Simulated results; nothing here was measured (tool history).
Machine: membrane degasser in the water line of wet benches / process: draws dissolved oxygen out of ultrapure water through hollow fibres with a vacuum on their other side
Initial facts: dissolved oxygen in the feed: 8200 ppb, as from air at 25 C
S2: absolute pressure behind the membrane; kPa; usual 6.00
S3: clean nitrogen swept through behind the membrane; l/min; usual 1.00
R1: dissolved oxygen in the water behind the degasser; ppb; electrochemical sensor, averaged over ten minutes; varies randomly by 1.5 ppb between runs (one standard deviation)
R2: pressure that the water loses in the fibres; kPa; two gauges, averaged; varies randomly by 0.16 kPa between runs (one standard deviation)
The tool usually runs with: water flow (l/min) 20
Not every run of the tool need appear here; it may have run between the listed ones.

{"run": 1, "day": 0.0, "water flow (l/min)": 20, "S2": 6.0, "S3": 1.0, "R1": 149.8, "R2": 24.95}
{"run": 2, "day": 2.725, "water flow (l/min)": 13, "S2": 6.0, "S3": 1.0, "R1": 91.6, "R2": 16.38}
{"run": 3, "day": 5.429, "water flow (l/min)": 13, "S2": 8.72, "S3": 1.0, "R1": 172.6, "R2": 16.48}
{"run": 4, "day": 8.142, "water flow (l/min)": 13, "S2": 8.72, "S3": 1.0, "R1": 170.6, "R2": 16.24}
{"run": 5, "day": 10.608, "water flow (l/min)": 13, "S2": 8.72, "S3": 1.0, "R1": 170.2, "R2": 16.31}
{"run": 6, "day": 12.158, "water flow (l/min)": 13, "S2": 8.72, "S3": 0.44, "R1": 345.3, "R2": 16.28}
{"run": 7, "day": 15.038, "water flow (l/min)": 20, "S2": 6.0, "S3": 1.0, "R1": 146.6, "R2": 25.07}
{"day": 16.792, "done": "vacuum gauge calibrated"}
{"run": 8, "day": 16.792, "water flow (l/min)": 29, "S2": 6.0, "S3": 1.0, "R1": 217.4, "R2": 36.38}
{"run": 9, "day": 18.571, "water flow (l/min)": 29, "S2": 6.0, "S3": 1.0, "R1": 214.6, "R2": 36.35}
{"run": 10, "day": 20.725, "water flow (l/min)": 29, "S2": 6.0, "S3": 1.0, "R1": 215.7, "R2": 36.08}
{"run": 11, "day": 23.442, "water flow (l/min)": 20, "S2": 6.0, "S3": 1.0, "R1": 147.6, "R2": 24.76}
{"run": 12, "day": 26.333, "water flow (l/min)": 19, "S2": 6.0, "S3": 1.0, "R1": 140.3, "R2": 23.87}
{"run": 13, "day": 28.825, "water flow (l/min)": 19, "S2": 6.0, "S3": 1.0, "R1": 139.7, "R2": 23.79}
{"run": 14, "day": 31.788, "water flow (l/min)": 19, "S2": 6.0, "S3": 1.0, "R1": 138.4, "R2": 23.56}
{"run": 15, "day": 34.688, "water flow (l/min)": 19, "S2": 6.0, "S3": 1.0, "R1": 140.2, "R2": 23.62}
{"run": 16, "day": 37.021, "water flow (l/min)": 19, "S2": 6.0, "S3": 1.0, "R1": 138.5, "R2": 23.84}
{"run": 17, "day": 39.917, "water flow (l/min)": 26, "S2": 3.82, "S3": 1.66, "R1": 61.4, "R2": 32.53}
{"run": 18, "day": 43.154, "water flow (l/min)": 23, "S2": 9.47, "S3": 1.0, "R1": 335.4, "R2": 28.66}
{"run": 19, "day": 45.392, "water flow (l/min)": 23, "S2": 9.47, "S3": 1.0, "R1": 337.1, "R2": 28.8}
{"run": 20, "day": 47.438, "water flow (l/min)": 14, "S2": 6.0, "S3": 0.43, "R1": 198.2, "R2": 17.5}
{"run": 21, "day": 50.229, "water flow (l/min)": 14, "S2": 6.0, "S3": 0.43, "R1": 199.6, "R2": 17.2}
{"run": 22, "day": 53.358, "water flow (l/min)": 14, "S2": 6.0, "S3": 0.43, "R1": 195.3, "R2": 17.42}
{"run": 23, "day": 56.875, "water flow (l/min)": 28, "S2": 7.05, "S3": 0.45, "R1": 464.2, "R2": 34.56}
{"run": 24, "day": 60.075, "water flow (l/min)": 28, "S2": 7.05, "S3": 0.45, "R1": 456.2, "R2": 35.38}
{"run": 25, "day": 61.65, "water flow (l/min)": 28, "S2": 7.05, "S3": 0.45, "R1": 458.8, "R2": 34.98}
{"run": 26, "day": 64.421, "water flow (l/min)": 22, "S2": 3.83, "S3": 2.71, "R1": 40.0, "R2": 27.89}
{"run": 27, "day": 67.792, "water flow (l/min)": 20, "S2": 5.05, "S3": 0.54, "R1": 159.3, "R2": 24.88}
{"run": 28, "day": 69.95, "water flow (l/min)": 20, "S2": 5.05, "S3": 0.54, "R1": 160.9, "R2": 25.07}
{"run": 29, "day": 73.546, "water flow (l/min)": 16, "S2": 8.62, "S3": 2.31, "R1": 103.6, "R2": 20.35}
{"run": 30, "day": 75.546, "water flow (l/min)": 15, "S2": 5.07, "S3": 1.22, "R1": 64.7, "R2": 18.65}
{"run": 31, "day": 77.746, "water flow (l/min)": 15, "S2": 11.26, "S3": 0.48, "R1": 509.8, "R2": 18.93}
{"run": 32, "day": 81.475, "water flow (l/min)": 15, "S2": 11.26, "S3": 0.48, "R1": 511.0, "R2": 18.99}

Here are 4 independent what-if runs from the current tool condition. What would each one return?
{"run": "A", "day": 85.004, "water flow (l/min)": 15, "S2": 8.25, "S3": 1.83, "R1": "?", "R2": "?"}
{"run": "B", "day": 85.004, "water flow (l/min)": 27, "S2": 7.0, "S3": 1.0, "R1": "?", "R2": "?"}
{"run": "C", "day": 85.004, "water flow (l/min)": 17, "S2": 6.0, "S3": 1.0, "R1": "?", "R2": "?"}
{"run": "D", "day": 85.004, "water flow (l/min)": 21, "S2": 9.69, "S3": 0.48, "R1": "?", "R2": "?"}

run=A R1=109.1 R2=18.89
run=B R1=258.8 R2=33.88
run=C R1=122.7 R2=21.27
run=D R1=550.0 R2=26.12
Had the tool no hidden state, the same runs would have come out as:
run=A R1=109.1 R2=18.89
run=B R1=258.7 R2=33.88
run=C R1=122.6 R2=21.27
run=D R1=550.0 R2=26.12
